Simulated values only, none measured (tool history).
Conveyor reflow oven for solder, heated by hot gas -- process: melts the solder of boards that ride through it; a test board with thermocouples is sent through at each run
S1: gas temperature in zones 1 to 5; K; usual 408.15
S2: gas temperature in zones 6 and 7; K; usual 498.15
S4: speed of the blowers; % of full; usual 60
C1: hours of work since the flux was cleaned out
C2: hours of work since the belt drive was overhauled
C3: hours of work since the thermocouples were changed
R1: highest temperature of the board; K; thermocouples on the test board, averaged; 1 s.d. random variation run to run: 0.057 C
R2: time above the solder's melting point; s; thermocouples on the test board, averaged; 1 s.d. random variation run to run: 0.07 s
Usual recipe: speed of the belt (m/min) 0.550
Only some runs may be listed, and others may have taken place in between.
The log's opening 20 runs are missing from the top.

run 21 hour=769.3 | S1=408.15 S2=492.15 speed_of_the_belt_(m/min)=0.472 S4=60 | C1=149 C2=151 C3=210 | R1=480.12 R2=48.20
run 22 hour=817.5 | S1=395.15 S2=492.15 speed_of_the_belt_(m/min)=0.646 S4=60 | C1=175 C2=176 C3=235 | R1=467.21 R2=17.09
run 23 hour=855.0 | S1=395.15 S2=492.15 speed_of_the_belt_(m/min)=0.449 S4=58 | C1=194 C2=196 C3=255 | R1=478.97 R2=45.53
run 24 hour=905.3 | S1=395.15 S2=492.15 speed_of_the_belt_(m/min)=0.449 S4=58 | C1=221 C2=222 C3=281 | R1=478.98 R2=45.36
run 25 hour=953.0 | S1=395.15 S2=492.15 speed_of_the_belt_(m/min)=0.449 S4=58 | C1=245 C2=247 C3=306 | R1=479.03 R2=45.14
run 26 hour=989.2 | S1=408.15 S2=510.15 speed_of_the_belt_(m/min)=0.569 S4=60 | C1=264 C2=266 C3=325 | R1=489.72 R2=45.53
run 27 hour=1035.2 | S1=408.15 S2=510.15 speed_of_the_belt_(m/min)=0.569 S4=60 | C1=288 C2=290 C3=349 | R1=489.62 R2=45.52
run 28 hour=1061.8 | S1=408.15 S2=510.15 speed_of_the_belt_(m/min)=0.569 S4=60 | C1=302 C2=304 C3=363 | R1=489.66 R2=45.50
run 29 hour=1084.5 | S1=402.15 S2=498.15 speed_of_the_belt_(m/min)=0.472 S4=60 | C1=314 C2=316 C3=375 | R1=484.48 R2=50.06
run 30 hour=1114.4 | S1=402.15 S2=498.15 speed_of_the_belt_(m/min)=0.472 S4=60 | C1=330 C2=331 C3=390 | R1=484.40 R2=50.07

3 ways to go on from here, each from the tool as it stands after run 30. What would each give?
-- hour=1140.7 flux residue cleaned out of gas plates and filters
run A hour=1167.8 | S1=419.15 S2=498.15 speed_of_the_belt_(m/min)=0.472 S4=60 | C1=14 C2=357 C3=416 | R1=? R2=?
-- hour=1140.7 flux residue cleaned out of gas plates and filters
run B hour=1167.8 | S1=408.15 S2=498.15 speed_of_the_belt_(m/min)=0.550 S4=67 | C1=14 C2=357 C3=416 | R1=? R2=?
-- hour=1140.7 flux residue cleaned out of gas plates and filters
run C hour=1167.8 | S1=402.15 S2=511.15 speed_of_the_belt_(m/min)=0.592 S4=76 | C1=14 C2=357 C3=416 | R1=? R2=?

run=A R1=487.90 R2=59.32
run=B R1=483.72 R2=43.83
run=C R1=494.18 R2=45.67
Had the tool no hidden state, the same runs would have come out as:
run=A R1=486.96 R2=58.31
run=B R1=482.80 R2=42.88
run=C R1=493.25 R2=44.93
